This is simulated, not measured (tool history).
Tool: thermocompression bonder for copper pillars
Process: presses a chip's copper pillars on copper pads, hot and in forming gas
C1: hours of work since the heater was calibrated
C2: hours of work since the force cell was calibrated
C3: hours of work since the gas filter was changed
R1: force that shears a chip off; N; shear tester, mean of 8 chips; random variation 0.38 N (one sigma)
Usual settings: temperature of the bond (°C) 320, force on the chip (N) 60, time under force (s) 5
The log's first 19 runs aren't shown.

{"run": 20, "hour": 534.5, "temperature of the bond (°C)": 307, "force on the chip (N)": 46, "time under force (s)": 6, "C1": 110, "C2": 95, "C3": 68, "R1": 52.1}
{"run": 21, "hour": 561.6, "temperature of the bond (°C)": 320, "force on the chip (N)": 41, "time under force (s)": 6, "C1": 131, "C2": 116, "C3": 89, "R1": 52.4}
{"run": 22, "hour": 596.5, "temperature of the bond (°C)": 320, "force on the chip (N)": 60, "time under force (s)": 3, "C1": 159, "C2": 143, "C3": 116, "R1": 52.0}
{"run": 23, "hour": 628.3, "temperature of the bond (°C)": 295, "force on the chip (N)": 44, "time under force (s)": 6, "C1": 183, "C2": 168, "C3": 141, "R1": 42.4}
{"hour": 635.1, "done": "forming gas filter changed"}
{"run": 24, "hour": 650.2, "temperature of the bond (°C)": 295, "force on the chip (N)": 44, "time under force (s)": 6, "C1": 200, "C2": 184, "C3": 12, "R1": 47.2}
{"run": 25, "hour": 684.3, "temperature of the bond (°C)": 312, "force on the chip (N)": 53, "time under force (s)": 4, "C1": 227, "C2": 211, "C3": 38, "R1": 52.7}
{"run": 26, "hour": 716.5, "temperature of the bond (°C)": 312, "force on the chip (N)": 53, "time under force (s)": 4, "C1": 252, "C2": 236, "C3": 63, "R1": 51.3}
{"run": 27, "hour": 752.3, "temperature of the bond (°C)": 326, "force on the chip (N)": 83, "time under force (s)": 9, "C1": 280, "C2": 264, "C3": 91, "R1": 93.7}
{"run": 28, "hour": 774.5, "temperature of the bond (°C)": 326, "force on the chip (N)": 83, "time under force (s)": 9, "C1": 297, "C2": 281, "C3": 109, "R1": 92.0}
{"run": 29, "hour": 794.1, "temperature of the bond (°C)": 326, "force on the chip (N)": 71, "time under force (s)": 9, "C1": 312, "C2": 297, "C3": 124, "R1": 85.1}
{"run": 30, "hour": 820.8, "temperature of the bond (°C)": 338, "force on the chip (N)": 60, "time under force (s)": 5, "C1": 333, "C2": 317, "C3": 145, "R1": 68.4}

Forecast each of these 5 alternatives for the next run:
{"hour": 825.2, "done": "forming gas filter changed"}
{"run": "A", "hour": 846.0, "temperature of the bond (°C)": 338, "force on the chip (N)": 44, "time under force (s)": 4, "C1": 352, "C2": 337, "C3": 16, "R1": "?"}
{"hour": 825.2, "done": "forming gas filter changed"}
{"run": "B", "hour": 846.0, "temperature of the bond (°C)": 321, "force on the chip (N)": 52, "time under force (s)": 9, "C1": 352, "C2": 337, "C3": 16, "R1": "?"}
{"hour": 825.2, "done": "forming gas filter changed"}
{"run": "C", "hour": 846.0, "temperature of the bond (°C)": 291, "force on the chip (N)": 85, "time under force (s)": 5, "C1": 352, "C2": 337, "C3": 16, "R1": "?"}
{"hour": 825.2, "done": "forming gas filter changed"}
{"run": "D", "hour": 846.0, "temperature of the bond (°C)": 326, "force on the chip (N)": 60, "time under force (s)": 8, "C1": 352, "C2": 337, "C3": 16, "R1": "?"}
{"hour": 825.2, "done": "forming gas filter changed"}
{"run": "E", "hour": 846.0, "temperature of the bond (°C)": 326, "force on the chip (N)": 60, "time under force (s)": 3, "C1": 352, "C2": 337, "C3": 16, "R1": "?"}

run=A R1=56.9
run=B R1=74.5
run=C R1=67.9
run=D R1=80.7
run=E R1=58.1
Without the tool's hidden state the same runs would have given:
run=A R1=57.8
run=B R1=75.8
run=C R1=69.3
run=D R1=82.1
run=E R1=59.1
